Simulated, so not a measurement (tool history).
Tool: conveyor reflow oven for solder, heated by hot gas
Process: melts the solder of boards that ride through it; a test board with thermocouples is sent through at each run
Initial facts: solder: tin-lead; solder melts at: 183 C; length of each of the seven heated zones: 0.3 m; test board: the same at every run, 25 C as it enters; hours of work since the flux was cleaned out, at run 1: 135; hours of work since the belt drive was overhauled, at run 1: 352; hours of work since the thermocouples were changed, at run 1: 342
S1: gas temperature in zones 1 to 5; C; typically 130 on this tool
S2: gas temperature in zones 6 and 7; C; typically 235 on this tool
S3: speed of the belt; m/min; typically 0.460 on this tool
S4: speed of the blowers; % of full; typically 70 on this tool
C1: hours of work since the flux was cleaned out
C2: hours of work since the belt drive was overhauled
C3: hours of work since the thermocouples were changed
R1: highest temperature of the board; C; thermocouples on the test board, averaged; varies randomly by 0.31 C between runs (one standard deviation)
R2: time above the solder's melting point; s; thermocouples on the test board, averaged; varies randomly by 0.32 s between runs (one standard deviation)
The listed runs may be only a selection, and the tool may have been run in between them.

run   hour   S1   S2     S3  S4   C1   C2   C3     R1    R2
  1    0.0  130  235  0.460  70  135  352  342  216.1  54.9
  2   42.4  130  235  0.460  70  154  372  361  216.1  55.0
  3  112.4  130  235  0.460  70  187  405  394  216.0  54.4
  4  148.8  135  235  0.460  70  204  422  411  217.4  57.4
  5  182.2  135  235  0.460  70  219  437  426  216.6  57.6
  6  237.3  144  235  0.460  70  245  463  452  218.6  61.8
  7  311.0  144  235  0.460  70  279  497  486  218.0  61.5
  8  367.6  144  235  0.460  70  305  523  512  217.6  60.7
  9  403.9  144  235  0.460  70  322  540  529  216.7  61.2
 10  443.6  130  235  0.460  88  341  558  548  219.5  58.2
     453.5  -- belt drive overhauled, speed set with a stopwatch
 11  502.2  135  235  0.460  88  366   23  573  219.5  59.8
 12  538.3  135  235  0.460  88  383   39  590  219.7  60.2
 13  583.0  130  235  0.460  70  404   60  610  213.7  53.2
     662.5  -- flux residue cleaned out of gas plates and filters
 14  662.5  130  235  0.460  70    0   95  645  218.7  58.5
 15  697.1  130  235  0.430  70   16  111  661  221.3  65.3

Run 16 is up next; what results do you expect?
     742.5  -- belt drive overhauled, speed set with a stopwatch, once more
 16  751.6  130  249  0.534  70  39   4  684   ?   ?

{"run 16": {"R1": 223.4, "R2": 51.9}}
Had the tool carried no hidden state, the very same run would have given R1 222.0 C, R2 51.1 s.

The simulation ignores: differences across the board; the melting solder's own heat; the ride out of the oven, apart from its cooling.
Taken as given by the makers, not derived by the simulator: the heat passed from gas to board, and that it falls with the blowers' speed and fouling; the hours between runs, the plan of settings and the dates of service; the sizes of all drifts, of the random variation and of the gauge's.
